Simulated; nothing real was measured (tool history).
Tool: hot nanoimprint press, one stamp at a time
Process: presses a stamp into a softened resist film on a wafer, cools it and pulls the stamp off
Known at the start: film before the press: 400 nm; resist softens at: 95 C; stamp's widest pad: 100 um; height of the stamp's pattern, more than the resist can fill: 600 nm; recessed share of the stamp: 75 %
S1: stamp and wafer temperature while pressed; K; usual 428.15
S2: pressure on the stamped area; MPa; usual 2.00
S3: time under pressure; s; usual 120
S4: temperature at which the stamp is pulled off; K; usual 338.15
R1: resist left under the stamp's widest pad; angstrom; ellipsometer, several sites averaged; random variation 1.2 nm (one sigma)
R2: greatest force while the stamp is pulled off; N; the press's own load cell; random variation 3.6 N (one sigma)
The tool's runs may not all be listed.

run	hour	S1	S2	S3	S4	R1	R2
1	0.0	428.15	2.00	120	338.15	1797	189
2	9.0	428.15	2.00	69	338.15	2226	185
3	21.8	428.15	2.00	69	338.15	2211	182
4	35.8	428.15	2.00	120	338.15	1820	197
5	48.7	428.15	2.00	120	338.15	1780	194
6	57.3	428.15	2.99	120	338.15	1515	199
7	67.2	428.15	2.99	120	338.15	1525	199
8	79.0	428.15	2.99	120	338.15	1519	196
9	89.1	428.15	2.99	120	338.15	1519	195
10	102.0	428.15	2.99	120	338.15	1521	202
# hour 106.3: plate thermocouple calibrated
11	114.3	428.15	2.99	120	338.15	1436	206
12	125.5	428.15	2.99	120	338.15	1421	202
13	135.8	433.15	2.00	120	338.15	1263	199
14	146.9	417.15	2.00	120	338.15	2909	201

Run 15 comes next. What will it give?
15	157.7	428.15	2.00	120	338.15	?	?

Run 15 gave R1 1680 angstrom, R2 202 N.
Without the tool's hidden state the same run would have given R1 1919 angstrom, R2 171 N.

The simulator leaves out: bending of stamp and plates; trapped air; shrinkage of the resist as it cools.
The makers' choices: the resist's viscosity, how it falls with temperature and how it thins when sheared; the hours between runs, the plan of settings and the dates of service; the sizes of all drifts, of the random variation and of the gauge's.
